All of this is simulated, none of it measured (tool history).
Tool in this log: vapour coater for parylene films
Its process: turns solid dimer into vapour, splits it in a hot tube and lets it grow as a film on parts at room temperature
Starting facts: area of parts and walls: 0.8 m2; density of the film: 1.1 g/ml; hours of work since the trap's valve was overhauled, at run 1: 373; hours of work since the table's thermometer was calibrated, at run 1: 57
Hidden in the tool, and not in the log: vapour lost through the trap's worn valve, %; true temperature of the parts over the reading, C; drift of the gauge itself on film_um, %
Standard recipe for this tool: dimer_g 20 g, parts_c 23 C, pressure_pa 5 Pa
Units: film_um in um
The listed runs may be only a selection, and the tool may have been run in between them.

run	hour	dimer_g	parts_c	pressure_pa	hours of work since the trap's valve was overhauled	hours of work since the table's thermometer was calibrated	film_um
1	0	20	23	5	373	57	17.35
2	82.8	20	23	5	429	113	17.13
3	126.4	20	23	5	459	142	17.18
4	186.3	20	23	5	499	183	16.99
5	226.4	20	23	5	526	210	17
6	288.8	17	23	5	569	252	14.45
7	337.5	17	23	5	602	285	14.47
8	419.8	17	23	5	657	341	14.33
# hour 452: trap's valve overhauled
9	461.8	17	23	5	7	367	15.32
10	549.8	22	23	5	66	426	19.58
11	609.4	22	23	5	107	467	19.66
12	692.8	20	23	10.27	163	523	14.81
13	769.3	20	23	10.27	215	575	14.87
14	835.2	20	23	10.27	259	620	14.75
15	912	20	23	10.27	312	672	14.77
16	951.7	20	23	10.27	338	698	14.64
17	1001.3	20	23	10.27	372	732	14.62
18	1041.8	18	23	10.27	399	759	13.12
19	1077.9	18	18	10.27	424	784	14.4
20	1132.2	18	18	10.27	461	821	14.26
21	1177.7	18	18	10.27	491	851	14.36
22	1266.8	18	18	10.27	552	912	14.25
23	1326	18	18	10.27	592	952	14.29
24	1412.5	18	18	10.27	650	1010	14.1
# hour 1454.1: trap's valve overhauled
25	1456.8	20	31	5	2	1038	15.38
26	1538.6	11	15	5.78	57	1093	11.27
27	1584.7	20	19	5.41	88	1124	19.22
28	1660.4	13	19	4.37	140	1176	12.94
# hour 1707.5: table's thermometer calibrated
29	1714.4	13	19	4.37	176	5	12.94
30	1765.7	13	19	4.37	210	39	12.87
31	1847.1	13	19	4.37	265	95	12.87
32	1893.1	24	22	5	297	126	21.59
33	1981.1	15	16	3.35	356	185	16.13
# hour 2002.7: table's thermometer calibrated, once more
34	2053.5	19	16	3.35	405	34	20.31
35	2110.4	14	20	3.18	443	73	14.3
36	2174	14	20	3.18	486	116	14.32
37	2233.5	10	20	3.18	526	156	10.05
38	2292.4	29	23	3.17	566	196	27.8
39	2349	20	18	2	605	234	21.03
40	2404.5	20	18	2	642	272	20.92
41	2445.8	20	26	2.29	670	300	19.14
# hour 2461.6: trap's valve overhauled
42	2494	13	16	5.8	22	330	12.78
43	2534.6	9	21	5	49	357	8.33
44	2578.8	16	21	5	79	387	14.86
45	2636.8	16	21	5	119	427	14.7
46	2718.5	16	21	5	174	482	14.62

For some of the steps in film_um from one run to the next: how much would appear even if the tool had no hidden state, given the settings, what came in and random variation, and how much remains for the hidden state plus any gauge scatter that the measured result and the result without hidden state don't share?
Run 8 -> 9: trap's valve overhauled. film_um +0.99 um: hidden state +0.94, all else +0.05.
Run 26 -> 27: dimer_g 11 -> 20, parts_c 15 -> 19, pressure_pa 5.78 -> 5.41. film_um +7.95 um: hidden state -0.02, all else +7.97.
Run 31 -> 32: dimer_g 13 -> 24, parts_c 19 -> 22, pressure_pa 4.37 -> 5. film_um +8.72 um: hidden state -0.17, all else +8.89.
Run 37 -> 38: dimer_g 10 -> 29, parts_c 20 -> 23, pressure_pa 3.18 -> 3.17. film_um +17.75 um: hidden state -1.01, all else +18.76.
Run 41 -> 42: dimer_g 20 -> 13, parts_c 26 -> 16, pressure_pa 2.29 -> 5.8, trap's valve overhauled. film_um -6.36 um: hidden state +1.18, all else -7.54.
